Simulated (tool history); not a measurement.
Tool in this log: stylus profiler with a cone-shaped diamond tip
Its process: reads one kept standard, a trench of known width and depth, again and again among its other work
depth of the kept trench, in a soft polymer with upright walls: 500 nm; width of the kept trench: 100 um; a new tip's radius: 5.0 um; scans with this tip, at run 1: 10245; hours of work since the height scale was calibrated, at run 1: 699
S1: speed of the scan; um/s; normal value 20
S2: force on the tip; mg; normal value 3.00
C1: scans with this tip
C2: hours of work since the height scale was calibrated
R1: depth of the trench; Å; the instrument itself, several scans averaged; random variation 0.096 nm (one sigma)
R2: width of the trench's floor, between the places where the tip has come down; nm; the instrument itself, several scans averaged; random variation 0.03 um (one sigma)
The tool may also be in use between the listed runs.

| run | hour | S1 | S2 | C1 | C2 | R1 | R2 |
|---|---|---|---|---|---|---|---|
| 1 | 0.0 | 20 | 3.00 | 10245 | 699 | 5030.1 | 94350 |
| 2 | 78.5 | 20 | 3.00 | 11081 | 756 | 5031.0 | 94260 |
| 3 | 115.9 | 20 | 3.00 | 11479 | 783 | 5028.6 | 94210 |
| 4 | 181.8 | 20 | 3.00 | 12181 | 831 | 5031.4 | 94190 |
| 5 | 253.4 | 20 | 3.00 | 12943 | 883 | 5026.5 | 94040 |
| 6 | 299.0 | 20 | 3.00 | 13428 | 916 | 5027.1 | 93980 |
| 7 | 363.6 | 20 | 3.00 | 14116 | 963 | 5027.0 | 93970 |
|  | 384.9 | new tip fitted, height scale calibrated |
| 8 | 408.6 | 20 | 3.00 | 251 | 17 | 5044.3 | 95550 |
| 9 | 498.9 | 20 | 3.00 | 1213 | 83 | 5044.2 | 95420 |
| 10 | 575.7 | 20 | 3.00 | 2030 | 139 | 5041.6 | 95240 |
| 11 | 662.7 | 20 | 3.00 | 2957 | 202 | 5041.1 | 95150 |
| 12 | 730.3 | 20 | 3.00 | 3676 | 251 | 5038.9 | 95110 |
| 13 | 796.4 | 20 | 1.48 | 4380 | 299 | 5022.4 | 95010 |
| 14 | 854.0 | 40 | 1.48 | 4993 | 341 | 5021.7 | 94860 |
| 15 | 911.5 | 20 | 3.00 | 5605 | 383 | 5038.1 | 94870 |
| 16 | 990.8 | 20 | 3.00 | 6449 | 440 | 5036.3 | 94780 |
| 17 | 1030.0 | 20 | 3.00 | 6866 | 469 | 5036.5 | 94700 |
| 18 | 1121.3 | 20 | 3.00 | 7838 | 535 | 5035.9 | 94640 |
| 19 | 1195.5 | 20 | 2.03 | 8628 | 589 | 5024.3 | 94510 |
| 20 | 1254.5 | 20 | 2.03 | 9256 | 632 | 5023.7 | 94520 |
| 21 | 1337.8 | 20 | 2.03 | 10143 | 692 | 5023.1 | 94400 |
| 22 | 1415.3 | 20 | 3.00 | 10968 | 749 | 5032.6 | 94310 |
| 23 | 1481.4 | 20 | 3.00 | 11672 | 797 | 5031.5 | 94230 |
| 24 | 1557.6 | 38 | 8.65 | 12483 | 852 | 5076.0 | 94140 |
| 25 | 1607.9 | 27 | 2.69 | 13018 | 888 | 5026.1 | 94070 |
| 26 | 1669.3 | 22 | 3.00 | 13672 | 933 | 5028.7 | 94120 |
|  | 1731.6 | new tip fitted, height scale calibrated |
| 27 | 1745.0 | 22 | 1.94 | 142 | 10 | 5034.4 | 95600 |
| 28 | 1825.7 | 19 | 7.22 | 1002 | 68 | 5081.1 | 95500 |
| 29 | 1886.0 | 38 | 1.10 | 1643 | 112 | 5020.4 | 95330 |
| 30 | 1937.0 | 22 | 1.07 | 2186 | 149 | 5021.8 | 95360 |
| 31 | 2011.9 | 20 | 2.16 | 2984 | 204 | 5032.9 | 95220 |
| 32 | 2064.8 | 62 | 4.31 | 3546 | 242 | 5054.1 | 95130 |
| 33 | 2150.0 | 14 | 3.37 | 4453 | 304 | 5045.1 | 95110 |
| 34 | 2231.4 | 69 | 3.63 | 5319 | 363 | 5046.1 | 94910 |
| 35 | 2310.0 | 69 | 3.63 | 6157 | 420 | 5045.6 | 94800 |
| 36 | 2362.4 | 69 | 3.63 | 6714 | 458 | 5044.0 | 94700 |
| 37 | 2440.9 | 9 | 1.55 | 7550 | 515 | 5019.9 | 94720 |
| 38 | 2498.7 | 9 | 1.55 | 8165 | 557 | 5020.6 | 94680 |
| 39 | 2554.7 | 9 | 1.55 | 8761 | 598 | 5019.9 | 94610 |
| 40 | 2612.5 | 24 | 2.07 | 9377 | 640 | 5024.7 | 94440 |
| 41 | 2652.8 | 35 | 3.04 | 9805 | 669 | 5035.0 | 94430 |
| 42 | 2736.0 | 57 | 3.97 | 10691 | 730 | 5044.5 | 94330 |
| 43 | 2816.7 | 22 | 3.00 | 11550 | 788 | 5032.8 | 94320 |
| 44 | 2885.3 | 17 | 1.08 | 12281 | 838 | 5009.0 | 94260 |
| 45 | 2926.7 | 20 | 7.41 | 12721 | 868 | 5068.4 | 94200 |
| 46 | 3005.3 | 20 | 7.41 | 13558 | 925 | 5069.1 | 94080 |

Some steps in R1, run to run, broken into two amounts with sign: the step expected even without the hidden condition (settings, incoming material, random variation), and the rest, left for the hidden condition together with whatever gauge scatter is not in both the measured and the hidden-condition-free result:
Hidden state present: radius of the tip, um; height scale over the true one, %; drift of the gauge itself on depth_nm, %; drift of the gauge itself on floor_um, %.
Run 7 -> 8: new tip fitted, height scale calibrated. R1 +17.3 Å: hidden state +16.6, all else +0.7.
Run 8 -> 9: no setting touched and nothing written in the log between the runs. R1 -0.1 Å: hidden state -1.1, all else +1.0.
Run 24 -> 25: S1 38 -> 27, S2 8.65 -> 2.69. R1 -49.9 Å: hidden state -0.4, all else -49.5.
Run 26 -> 27: S2 3.00 -> 1.94, new tip fitted, height scale calibrated. R1 +5.7 Å: hidden state +16.0, all else -10.3.
Run 28 -> 29: S1 19 -> 38, S2 7.22 -> 1.10. R1 -60.7 Å: hidden state -0.7, all else -60.0.
Run 44 -> 45: S1 17 -> 20, S2 1.08 -> 7.41. R1 +59.4 Å: hidden state -0.6, all else +60.0.
